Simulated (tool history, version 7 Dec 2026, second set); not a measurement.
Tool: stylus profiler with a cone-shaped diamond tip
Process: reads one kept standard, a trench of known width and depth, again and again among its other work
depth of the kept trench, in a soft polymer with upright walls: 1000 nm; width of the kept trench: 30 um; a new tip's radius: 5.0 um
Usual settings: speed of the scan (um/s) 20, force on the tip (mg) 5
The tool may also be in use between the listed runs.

run,hour,speed of the scan (um/s),force on the tip (mg),depth of the trench (Å),width of the trench's floor (µm)
1,0,20,5,10232.5,23.73
2,17.6,20,4.55,10216.6,23.67
3,37.5,20,5,10232.8,23.67
4,49.5,20,5.42,10244.5,23.69
5,61.5,20,5.42,10244.6,23.62
6,83.2,20,5.42,10245.4,23.65
7,104.4,20,5.42,10244.1,23.63
8,119.4,20,5,10232.9,23.63
9,131.5,20,5,10230.9,23.65
10,146.1,20,2.93,10164.3,23.56
11,161.9,11,2.93,10165.6,23.53
12,179,11,2.93,10165.8,23.51
# hour 181.1: height scale calibrated on a step standard
13,194.2,11,2.93,10169,23.57
14,204.2,11,2.93,10168.8,23.57
15,215.6,11,2.93,10167.9,23.47
16,228.1,11,2.93,10168.7,23.47
17,248.6,20,6.13,10268.6,23.5
# hour 258.7: height scale calibrated on a step standard, once more
18,268.5,20,6.13,10257.7,23.43
19,286.9,20,6.13,10258,23.37
20,298.3,20,6.13,10260.9,23.49
21,315.3,20,5,10224.7,23.43
22,325.5,20,5,10229.2,23.44
23,348,8,2.4,10140.3,23.37
24,368.6,47,1.74,10111.7,23.29
25,378.5,47,1.74,10114.9,23.36
26,388.4,8,11.4,10396.8,23.38
27,407.2,8,11.4,10398.1,23.35
28,420.3,42,5.49,10242.5,23.34
29,436.8,14,5.78,10250.6,23.3
30,456.6,14,5.4,10242,23.38
31,470.6,30,7.91,10311.3,23.33

Run 32 comes next. What will it give?
32,491.6,30,7.91,?,?

{"run 32": {"depth of the trench (Å)": 10314.9, "width of the trench's floor (µm)": 23.29}}
Without the tool's hidden state the same run would have given depth of the trench (Å) 10313.3, width of the trench's floor (µm) 23.97.

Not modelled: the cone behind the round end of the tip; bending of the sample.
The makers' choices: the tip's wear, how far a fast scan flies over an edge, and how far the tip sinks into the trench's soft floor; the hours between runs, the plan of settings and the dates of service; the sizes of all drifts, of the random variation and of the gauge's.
